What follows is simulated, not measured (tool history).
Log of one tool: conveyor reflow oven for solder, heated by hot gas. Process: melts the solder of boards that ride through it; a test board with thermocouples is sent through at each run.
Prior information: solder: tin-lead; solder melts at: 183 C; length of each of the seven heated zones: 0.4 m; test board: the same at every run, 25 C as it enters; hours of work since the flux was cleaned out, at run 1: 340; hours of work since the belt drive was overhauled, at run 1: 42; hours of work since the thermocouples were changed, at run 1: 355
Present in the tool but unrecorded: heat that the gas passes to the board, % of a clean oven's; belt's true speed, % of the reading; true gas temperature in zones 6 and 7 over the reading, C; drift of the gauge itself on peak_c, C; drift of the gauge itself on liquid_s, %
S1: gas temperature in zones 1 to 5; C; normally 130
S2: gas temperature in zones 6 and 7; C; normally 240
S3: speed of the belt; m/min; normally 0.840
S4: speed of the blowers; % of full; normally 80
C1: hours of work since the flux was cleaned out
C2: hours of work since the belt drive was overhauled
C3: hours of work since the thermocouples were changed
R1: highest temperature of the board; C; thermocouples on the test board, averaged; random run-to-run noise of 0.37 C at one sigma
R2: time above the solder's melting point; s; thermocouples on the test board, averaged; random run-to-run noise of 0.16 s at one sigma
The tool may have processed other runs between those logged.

run 1 hour=0.0 | S1=130 S2=240 S3=0.840 S4=80 | C1=340 C2=42 C3=355 | R1=220.5 R2=42.8
run 2 hour=21.7 | S1=130 S2=239 S3=0.840 S4=80 | C1=351 C2=53 C3=366 | R1=221.3 R2=42.9
run 3 hour=42.4 | S1=132 S2=240 S3=0.840 S4=80 | C1=361 C2=63 C3=376 | R1=222.1 R2=43.8
run 4 hour=60.5 | S1=130 S2=240 S3=0.840 S4=80 | C1=369 C2=72 C3=385 | R1=221.2 R2=42.9
run 5 hour=70.3 | S1=130 S2=240 S3=0.840 S4=80 | C1=374 C2=76 C3=389 | R1=222.0 R2=42.9
run 6 hour=89.2 | S1=130 S2=240 S3=0.983 S4=80 | C1=383 C2=86 C3=399 | R1=215.0 R2=32.5
run 7 hour=105.0 | S1=130 S2=240 S3=0.840 S4=80 | C1=391 C2=93 C3=406 | R1=220.6 R2=43.0
run 8 hour=119.2 | S1=130 S2=240 S3=0.742 S4=80 | C1=398 C2=100 C3=413 | R1=225.5 R2=51.8
run 9 hour=137.1 | S1=130 S2=240 S3=0.840 S4=80 | C1=407 C2=109 C3=422 | R1=221.0 R2=42.8
run 10 hour=157.0 | S1=130 S2=240 S3=0.977 S4=80 | C1=416 C2=118 C3=431 | R1=215.3 R2=32.8
run 11 hour=171.5 | S1=137 S2=242 S3=0.732 S4=53 | C1=423 C2=125 C3=438 | R1=224.7 R2=53.4
run 12 hour=193.1 | S1=118 S2=242 S3=0.868 S4=53 | C1=434 C2=136 C3=449 | R1=213.1 R2=33.5
run 13 hour=212.5 | S1=134 S2=245 S3=0.911 S4=65 | C1=443 C2=145 C3=458 | R1=219.8 R2=39.5
run 14 hour=229.1 | S1=127 S2=240 S3=0.692 S4=50 | C1=451 C2=153 C3=466 | R1=222.4 R2=52.7
-- hour=252.0 flux residue cleaned out of gas plates and filters
run 15 hour=253.6 | S1=127 S2=240 S3=0.692 S4=50 | C1=1 C2=163 C3=476 | R1=225.1 R2=54.4
run 16 hour=268.6 | S1=131 S2=248 S3=0.944 S4=64 | C1=8 C2=170 C3=483 | R1=224.4 R2=39.8
run 17 hour=281.1 | S1=122 S2=242 S3=0.883 S4=80 | C1=14 C2=176 C3=489 | R1=223.4 R2=40.5
run 18 hour=293.7 | S1=122 S2=235 S3=0.733 S4=80 | C1=20 C2=182 C3=495 | R1=223.3 R2=49.4
run 19 hour=305.4 | S1=130 S2=240 S3=0.776 S4=53 | C1=26 C2=188 C3=501 | R1=222.7 R2=47.4

4 ways to go on from here, each from the tool as it stands after run 19. What would each give?
run A hour=320.2 | S1=128 S2=240 S3=0.840 S4=79 | C1=33 C2=195 C3=508 | R1=? R2=?
run B hour=320.2 | S1=136 S2=240 S3=0.886 S4=80 | C1=33 C2=195 C3=508 | R1=? R2=?
run C hour=320.2 | S1=126 S2=240 S3=0.893 S4=55 | C1=33 C2=195 C3=508 | R1=? R2=?
run D hour=320.2 | S1=140 S2=245 S3=0.776 S4=82 | C1=33 C2=195 C3=508 | R1=? R2=?

run=A R1=224.5 R2=44.3
run=B R1=223.9 R2=43.5
run=C R1=216.5 R2=36.5
run=D R1=232.6 R2=56.0
Without the tool's hidden state the same runs would have given:
run=A R1=223.2 R2=43.6
run=B R1=222.7 R2=42.9
run=C R1=215.3 R2=35.7
run=D R1=231.2 R2=55.3

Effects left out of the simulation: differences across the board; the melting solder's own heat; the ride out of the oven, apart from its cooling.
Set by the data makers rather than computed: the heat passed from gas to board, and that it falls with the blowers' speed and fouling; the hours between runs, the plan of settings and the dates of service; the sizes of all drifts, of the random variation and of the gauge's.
